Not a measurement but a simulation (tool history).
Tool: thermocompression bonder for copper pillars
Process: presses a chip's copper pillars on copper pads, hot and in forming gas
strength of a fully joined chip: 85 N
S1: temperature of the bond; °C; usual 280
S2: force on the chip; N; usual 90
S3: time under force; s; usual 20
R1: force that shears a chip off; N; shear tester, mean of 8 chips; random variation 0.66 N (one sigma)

run,day,S1,S2,S3,R1
1,0,280,90,20,39.5
2,1.654,280,90,20,38.7
3,3.146,280,90,20,38.6
4,4.917,280,90,17,36.1
5,6.621,280,90,17,34.8
# day 6.775: forming gas filter changed
6,9.171,280,90,20,42.3
7,11.571,280,90,20,39.7
8,12.667,280,90,20,40.7
9,14.683,280,90,20,39.9
10,16.817,288,90,20,43.1
11,18.167,290,90,20,43.8
12,19.325,297,90,20,44.5
13,21.588,280,101,20,40.8
14,23.608,280,101,20,40.1
# day 24.162: heater calibrated with a thermocouple chip
15,25.262,280,101,20,42.4
16,27.783,280,90,17,37.9
17,29.388,280,90,17,37.3
# day 30.275: forming gas filter changed
# day 30.979: force cell calibrated
18,31.983,280,90,17,39.4
19,34.033,280,90,17,39
20,36.538,288,89,27,48.6
21,39.1,288,89,27,47.2
22,40.608,258,111,27,40.3
23,42.654,280,66,48,47.4
24,44.546,280,66,48,46.7
25,46.042,251,54,20,21.4
26,47.325,251,54,20,21.4
27,49.162,251,54,20,21.3
28,50.454,291,90,20,41.5
29,52.8,257,90,31,36.1
# day 53.742: forming gas filter changed
30,55.15,280,90,12,33.6
31,57.079,280,67,17,32.6
32,58.85,272,90,20,37.1
33,59.988,272,90,20,36.7
34,61.625,272,102,38,47.6
35,64.125,271,61,34,36.1
36,65.246,269,123,20,40.7
37,66.667,295,117,12,41.1
38,68.717,293,69,20,38

Measured less the same run without the tool's hidden state. The same run-to-run variation is in both; the gauge's scatter may not be:
The hidden state here: true temperature of the bond over the reading, C; force that reaches the chip, % of what is set; oxide that the forming gas leaves, % of the face; drift of the gauge itself on shear_n, %.
run,R1
1,-3.9
2,-4.3
3,-4.7
4,-4.7
5,-5
6,-1.9
7,-2.5
8,-2.7
9,-3.1
10,-3.6
11,-4
12,-4.3
13,-4.7
14,-5.2
15,-2.9
16,-3.1
17,-3.4
18,-1.2
19,-1.5
20,-2.3
21,-2.9
22,-3
23,-3.9
24,-4.3
25,-2.5
26,-2.8
27,-3
28,-5.3
29,-5.3
30,-1.7
31,-2.1
32,-2.7
33,-2.9
34,-3.9
35,-3.7
36,-4.4
37,-4.5
38,-4.5
